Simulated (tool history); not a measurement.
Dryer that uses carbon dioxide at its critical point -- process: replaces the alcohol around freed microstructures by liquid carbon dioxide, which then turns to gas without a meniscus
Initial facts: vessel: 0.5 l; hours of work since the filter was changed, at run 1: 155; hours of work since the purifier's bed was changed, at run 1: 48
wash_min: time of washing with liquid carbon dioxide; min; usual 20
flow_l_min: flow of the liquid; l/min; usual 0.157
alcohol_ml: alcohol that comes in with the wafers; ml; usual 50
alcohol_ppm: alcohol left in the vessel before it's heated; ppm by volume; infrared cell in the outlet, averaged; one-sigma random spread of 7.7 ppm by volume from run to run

run	day	wash_min	flow_l_min	alcohol_ml	hours of work since the filter was changed	hours of work since the purifier's bed was changed	alcohol_ppm
1	0	20	0.157	50	155	48	616
2	1.254	20	0.157	50	172	65	641
3	4.121	20	0.157	50	212	106	698
4	6.312	20	0.204	50	243	136	174
5	7.779	20	0.157	50	264	157	772
6	9.146	15	0.157	50	283	176	2732
7	11.946	20	0.129	50	322	215	2165
8	13.821	20	0.157	50	348	241	959
# day 15.879: inlet filter changed
9	16.538	18	0.157	50	9	278	702
10	18.258	18	0.157	50	33	302	763
11	20.696	18	0.157	50	67	336	822
12	22.312	18	0.157	50	90	359	854
13	24.542	18	0.157	50	121	390	895
14	26.083	30	0.157	45	142	412	62
15	27.442	16	0.142	24	161	431	1186
16	28.908	16	0.218	64	182	451	427
17	30.992	16	0.218	64	211	480	463
18	32.621	16	0.218	27	234	503	224
19	34.375	28	0.177	26	258	527	58
20	35.592	28	0.177	26	275	544	53
21	37.338	28	0.177	26	300	569	49
22	39.488	28	0.19	26	330	599	48
23	42.221	12	0.168	81	368	637	8273
# day 42.879: inlet filter changed
24	44.971	13	0.168	81	29	675	3509
25	47.292	13	0.168	81	62	707	3815
26	48.846	14	0.173	50	83	729	1611

How the hidden state differs across the entries between the runs, from the last listed run before each to the first after it:
In the gap between runs 8 and 9: inlet filter changed (day 15.879)
  flow that reaches the vessel past the clogged filter, %: 83.7 -> 99.5; alcohol in the recycled carbon dioxide, ppm: 14.6 -> 16
  measured less the result without the state, alcohol_ppm: +568 -> +29 ppm by volume
In the gap between runs 23 and 24: inlet filter changed (day 42.879)
  flow that reaches the vessel past the clogged filter, %: 83.3 -> 98.6; alcohol in the recycled carbon dioxide, ppm: 28.9 -> 30.1
  measured less the result without the state, alcohol_ppm: +3739 -> +207 ppm by volume
